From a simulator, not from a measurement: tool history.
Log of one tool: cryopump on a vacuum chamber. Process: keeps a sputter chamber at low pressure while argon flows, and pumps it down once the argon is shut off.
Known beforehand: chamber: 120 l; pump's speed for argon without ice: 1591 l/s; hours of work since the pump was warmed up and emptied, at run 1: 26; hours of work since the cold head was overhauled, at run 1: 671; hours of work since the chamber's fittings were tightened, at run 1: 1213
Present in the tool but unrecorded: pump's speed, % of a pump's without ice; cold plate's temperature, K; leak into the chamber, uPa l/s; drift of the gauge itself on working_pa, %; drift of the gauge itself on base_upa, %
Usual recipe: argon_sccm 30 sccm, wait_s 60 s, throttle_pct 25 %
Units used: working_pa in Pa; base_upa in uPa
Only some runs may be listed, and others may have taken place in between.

run    hour  argon_sccm  wait_s  throttle_pct  hours of work since the pump was warmed up and emptied  hours of work since the cold head was overhauled  hours of work since the chamber's fittings were tightened  working_pa  base_upa
  1       0          30      60            25                                                      26                                               671                                                       1213      0.1289      1.48
  2    59.8          30      60            16                                                      64                                               709                                                       1251      0.2015      1.45
  3   121.2          30      60            16                                                     103                                               748                                                       1290      0.2019      1.57
  4   154.2          30      60            25                                                     124                                               769                                                       1311      0.1323      1.49
  5   217.2          30      60            25                                                     164                                               809                                                       1351      0.1324      1.48
  6   282.7          30      60            25                                                     205                                               851                                                       1392      0.1324      1.57
  7     347          30      60            25                                                     246                                               892                                                       1433      0.1342      1.66
  8   403.7          30      60            25                                                     282                                               928                                                       1469      0.1365      1.71
      445.3  -- pump warmed up, emptied and cooled again
  9   473.9          30     183            25                                                      18                                               969                                                       1510      0.1278      1.01
 10     533          30      60            25                                                      56                                              1006                                                       1548      0.1285      1.57
 11   593.9          30      60            25                                                      94                                              1045                                                       1587      0.1305      1.61
        629  -- leaking fittings of the chamber tightened, without venting
 12   636.4          30      60            25                                                     120                                              1071                                                          5      0.1301       1.1
 13   691.2          30      60            25                                                     155                                              1106                                                         39      0.1321      1.09
 14   758.5          30      60            30                                                     197                                              1148                                                         82      0.1121      1.14
 15   797.2          30      60            30                                                     222                                              1173                                                        107      0.1146      1.17
 16     856          30      60            30                                                     259                                              1210                                                        144      0.1143      1.18
 17   889.9          30      60            30                                                     281                                              1232                                                        166      0.1162      1.23
      932.6  -- pump warmed up, emptied and cooled again
 18   934.3          30      60            30                                                       1                                              1257                                                        190      0.1069      1.15
 19   981.3          17     241            30                                                      31                                              1286                                                        220      0.0611       0.5
 20  1052.1          17     241            30                                                      76                                              1331                                                        265      0.0613      0.56
 21  1104.8          17     241            30                                                     109                                              1365                                                        299      0.0631      0.56
 22  1175.5          45      75            17                                                     154                                              1410                                                        344       0.288      1.07
 23  1223.3          44     143            26                                                     184                                              1440                                                        374      0.1882      0.73
 24    1252          25      60            25                                                     203                                              1458                                                        392      0.1114      1.28
 25  1289.7          24      30            46                                                     227                                              1482                                                        416      0.0617      2.08
 26  1356.2          24      30            46                                                     269                                              1524                                                        458      0.0627      2.16
     1419.6  -- pump warmed up, emptied and cooled again
 27  1420.1          24      30            46                                                       0                                              1562                                                        496      0.0558      2.08
 28  1483.4          24      30            46                                                      40                                              1602                                                        536       0.057      2.11
 29    1550          30      60            46                                                      83                                              1644                                                        578      0.0724      1.29
 30  1605.8          30     184            19                                                     118                                              1679                                                        613      0.1704      0.73
 31  1644.4          34      28            17                                                     143                                              1704                                                        638      0.2166      2.29
 32  1699.2          19      49            44                                                     177                                              1739                                                        673        0.05      1.49
 33  1766.5          30      68            25                                                     220                                              1781                                                        715      0.1345      1.32

Pick out some run-to-run changes in working_pa. Of each, how much would a tool without hidden state show as well, from the settings, what came in and chance, and how much is left for the hidden state and any gauge scatter not in both results compared?
Run 8 -> 9: wait_s 60 -> 183, pump warmed up, emptied and cooled again. working_pa -0.0087 Pa: hidden state -0.0086, all else -0.0001.
Run 17 -> 18: pump warmed up, emptied and cooled again. working_pa -0.0093 Pa: hidden state -0.0086, all else -0.0007.
Run 21 -> 22: argon_sccm 17 -> 45, wait_s 241 -> 75, throttle_pct 30 -> 17. working_pa +0.2249 Pa: hidden state +0.0055, all else +0.2194.
Run 22 -> 23: argon_sccm 45 -> 44, wait_s 75 -> 143, throttle_pct 17 -> 26. working_pa -0.0998 Pa: hidden state +0.0014, all else -0.1012.
Run 26 -> 27: pump warmed up, emptied and cooled again. working_pa -0.0069 Pa: hidden state -0.0072, all else +0.0003.
Run 31 -> 32: argon_sccm 34 -> 19, wait_s 28 -> 49, throttle_pct 17 -> 44. working_pa -0.1666 Pa: hidden state -0.0016, all else -0.165.

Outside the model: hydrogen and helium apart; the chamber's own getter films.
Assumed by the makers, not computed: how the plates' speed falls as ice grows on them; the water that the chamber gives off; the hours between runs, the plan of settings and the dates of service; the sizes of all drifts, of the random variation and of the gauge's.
